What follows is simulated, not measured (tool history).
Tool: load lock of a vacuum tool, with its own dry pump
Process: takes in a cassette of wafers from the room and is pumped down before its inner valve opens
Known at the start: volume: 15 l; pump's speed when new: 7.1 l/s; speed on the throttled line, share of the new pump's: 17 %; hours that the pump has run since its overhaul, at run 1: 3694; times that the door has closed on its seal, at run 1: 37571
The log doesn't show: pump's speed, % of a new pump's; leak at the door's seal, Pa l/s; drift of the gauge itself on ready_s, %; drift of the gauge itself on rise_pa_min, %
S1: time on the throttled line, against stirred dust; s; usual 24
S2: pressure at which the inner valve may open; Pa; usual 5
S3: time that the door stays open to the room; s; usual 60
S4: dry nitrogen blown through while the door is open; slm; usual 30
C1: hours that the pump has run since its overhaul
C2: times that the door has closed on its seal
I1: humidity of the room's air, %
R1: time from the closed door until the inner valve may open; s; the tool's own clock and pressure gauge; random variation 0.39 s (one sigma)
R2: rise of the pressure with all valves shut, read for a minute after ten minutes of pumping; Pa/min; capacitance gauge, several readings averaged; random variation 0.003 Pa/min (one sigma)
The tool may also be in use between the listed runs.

run 1 day=0.000 | S1=24 S2=5 S3=60 S4=30 | C1=3694 C2=37571 | I1=45.3 | R1=42.6 R2=0.270
run 2 day=12.138 | S1=24 S2=5 S3=60 S4=30 | C1=3985 C2=38514 | I1=42.6 | R1=42.5 R2=0.284
run 3 day=20.367 | S1=24 S2=5 S3=31 S4=30 | C1=4182 C2=39154 | I1=47.3 | R1=42.5 R2=0.278
run 4 day=29.504 | S1=24 S2=5 S3=31 S4=30 | C1=4402 C2=39864 | I1=43.3 | R1=42.2 R2=0.291
-- day=35.592 door's seal changed, seat wiped
run 5 day=39.000 | S1=24 S2=5 S3=31 S4=30 | C1=4628 C2=266 | I1=43.1 | R1=42.4 R2=0.033
run 6 day=51.538 | S1=24 S2=5 S3=31 S4=11 | C1=4929 C2=1240 | I1=45.6 | R1=43.3 R2=0.054
run 7 day=65.662 | S1=24 S2=5 S3=165 S4=30 | C1=5268 C2=2338 | I1=47.7 | R1=42.3 R2=0.071
run 8 day=74.412 | S1=24 S2=5 S3=165 S4=30 | C1=5478 C2=3018 | I1=45.5 | R1=43.4 R2=0.073
run 9 day=83.629 | S1=24 S2=5 S3=163 S4=30 | C1=5699 C2=3734 | I1=43.9 | R1=42.5 R2=0.072
run 10 day=90.762 | S1=24 S2=5 S3=163 S4=30 | C1=5870 C2=4289 | I1=44.2 | R1=43.5 R2=0.070
run 11 day=103.475 | S1=24 S2=6 S3=163 S4=30 | C1=6175 C2=5277 | I1=45.3 | R1=42.2 R2=0.075
run 12 day=110.412 | S1=24 S2=6 S3=163 S4=30 | C1=6342 C2=5816 | I1=46.2 | R1=44.0 R2=0.084
run 13 day=119.917 | S1=24 S2=6 S3=163 S4=30 | C1=6570 C2=6555 | I1=48.5 | R1=43.1 R2=0.086
run 14 day=125.883 | S1=24 S2=10 S3=163 S4=30 | C1=6713 C2=7018 | I1=44.4 | R1=40.9 R2=0.084
run 15 day=132.288 | S1=24 S2=10 S3=163 S4=30 | C1=6867 C2=7516 | I1=51.2 | R1=42.0 R2=0.097
run 16 day=139.300 | S1=24 S2=10 S3=163 S4=30 | C1=7035 C2=8061 | I1=44.7 | R1=41.9 R2=0.090
run 17 day=153.742 | S1=24 S2=5 S3=39 S4=30 | C1=7382 C2=9184 | I1=43.1 | R1=43.0 R2=0.065
run 18 day=165.162 | S1=24 S2=5 S3=49 S4=30 | C1=7656 C2=10071 | I1=45.1 | R1=43.5 R2=0.077
run 19 day=179.496 | S1=24 S2=5 S3=49 S4=30 | C1=8000 C2=11186 | I1=40.8 | R1=44.5 R2=0.081
run 20 day=190.671 | S1=24 S2=5 S3=65 S4=8 | C1=8268 C2=12054 | I1=45.6 | R1=43.5 R2=0.125
run 21 day=200.967 | S1=24 S2=9 S3=83 S4=10 | C1=8515 C2=12854 | I1=48.1 | R1=43.2 R2=0.137
run 22 day=207.421 | S1=24 S2=8 S3=167 S4=16 | C1=8670 C2=13356 | I1=42.6 | R1=42.7 R2=0.133
run 23 day=213.354 | S1=24 S2=8 S3=167 S4=16 | C1=8813 C2=13817 | I1=45.7 | R1=42.9 R2=0.141
run 24 day=226.096 | S1=24 S2=7 S3=143 S4=16 | C1=9118 C2=14807 | I1=46.9 | R1=43.2 R2=0.145
run 25 day=235.096 | S1=46 S2=4 S3=47 S4=11 | C1=9334 C2=15507 | I1=43.9 | R1=62.1 R2=0.121
run 26 day=243.275 | S1=20 S2=9 S3=60 S4=8 | C1=9531 C2=16143 | I1=46.5 | R1=39.2 R2=0.143
run 27 day=250.308 | S1=24 S2=8 S3=96 S4=8 | C1=9699 C2=16689 | I1=47.6 | R1=42.8 R2=0.168
run 28 day=258.146 | S1=12 S2=7 S3=48 S4=6 | C1=9888 C2=17299 | I1=44.1 | R1=34.3 R2=0.149
run 29 day=264.604 | S1=24 S2=5 S3=60 S4=23 | C1=10043 C2=17801 | I1=45.0 | R1=44.3 R2=0.123
run 30 day=274.075 | S1=24 S2=5 S3=60 S4=23 | C1=10270 C2=18537 | I1=41.9 | R1=44.1 R2=0.131
run 31 day=285.338 | S1=24 S2=7 S3=108 S4=30 | C1=10540 C2=19412 | I1=48.1 | R1=43.9 R2=0.141
run 32 day=298.183 | S1=12 S2=4 S3=136 S4=14 | C1=10848 C2=20410 | I1=46.9 | R1=36.1 R2=0.186
run 33 day=306.471 | S1=24 S2=5 S3=60 S4=5 | C1=11047 C2=21055 | I1=46.8 | R1=44.8 R2=0.190
run 34 day=320.942 | S1=24 S2=5 S3=60 S4=5 | C1=11395 C2=22179 | I1=47.8 | R1=44.9 R2=0.199
run 35 day=329.742 | S1=24 S2=5 S3=138 S4=5 | C1=11606 C2=22863 | I1=43.2 | R1=44.6 R2=0.227
run 36 day=342.546 | S1=24 S2=5 S3=56 S4=5 | C1=11913 C2=23858 | I1=45.1 | R1=45.4 R2=0.197
run 37 day=349.792 | S1=13 S2=5 S3=199 S4=5 | C1=12087 C2=24422 | I1=46.4 | R1=36.7 R2=0.274

3 ways to go on from here, each from the tool as it stands after run 37. What would each give?
run A day=362.629 | S1=24 S2=5 S3=60 S4=15 | C1=12395 C2=25419 | I1=45.4 | R1=? R2=?
run B day=362.629 | S1=24 S2=9 S3=60 S4=30 | C1=12395 C2=25419 | I1=45.8 | R1=? R2=?
run C day=362.629 | S1=13 S2=7 S3=60 S4=4 | C1=12395 C2=25419 | I1=45.5 | R1=? R2=?

run=A R1=45.7 R2=0.189
run=B R1=44.2 R2=0.175
run=C R1=35.8 R2=0.220
Without the tool's hidden state the same runs would have given:
run=A R1=41.5 R2=0.055
run=B R1=40.5 R2=0.042
run=C R1=31.4 R2=0.087
